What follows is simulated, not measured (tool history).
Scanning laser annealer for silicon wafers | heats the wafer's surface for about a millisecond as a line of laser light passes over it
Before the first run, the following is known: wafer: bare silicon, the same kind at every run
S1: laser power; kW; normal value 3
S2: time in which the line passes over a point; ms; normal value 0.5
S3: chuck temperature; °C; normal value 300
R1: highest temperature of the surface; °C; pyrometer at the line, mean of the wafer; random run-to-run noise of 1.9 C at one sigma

run   hour     S1     S2   S3    R1
  1      0      3    0.5  300  1092
  2   24.2      3    0.5  300  1093
  3     49      3    0.5  300  1091
  4   68.4      3    0.5  264  1058
  5   88.4      3    0.5  264  1055
  6  103.3      3    0.5  264  1057
  7  119.6      3    0.5  264  1055
  8  145.3  3.083    0.5  264  1077
  9  159.5  3.083    0.5  264  1079
 10  179.5      3    0.5  271  1058
 11  203.7      3    0.5  271  1056
 12  229.3      3  0.612  271  1130
 13  248.7      3  0.612  271  1126
 14  268.4  2.562  0.612  271   979
 15  280.9  2.729  0.608  300  1059
 16  299.3  3.159  0.491  300  1126
 17  320.5  2.967    0.5  300  1070
 18  345.1      3  0.576  285  1118
 19  360.4      3  0.576  285  1118
 20    385  3.063  0.389  279   997
 21  410.1  3.063  0.389  279   992

Alternative continuations, all from the tool just after run 21; predict every row:
  A   423      3   0.5  275   ?
  B   423  2.886  0.41  279   ?
  C   423   2.65   0.5  272   ?
  D   423  2.769   0.5  270   ?

run    R1
  A  1054
  B   961
  C   943
  D   978
Without the tool's hidden state the same runs would have given:
run    R1
  A  1086
  B   988
  C   970
  D  1006

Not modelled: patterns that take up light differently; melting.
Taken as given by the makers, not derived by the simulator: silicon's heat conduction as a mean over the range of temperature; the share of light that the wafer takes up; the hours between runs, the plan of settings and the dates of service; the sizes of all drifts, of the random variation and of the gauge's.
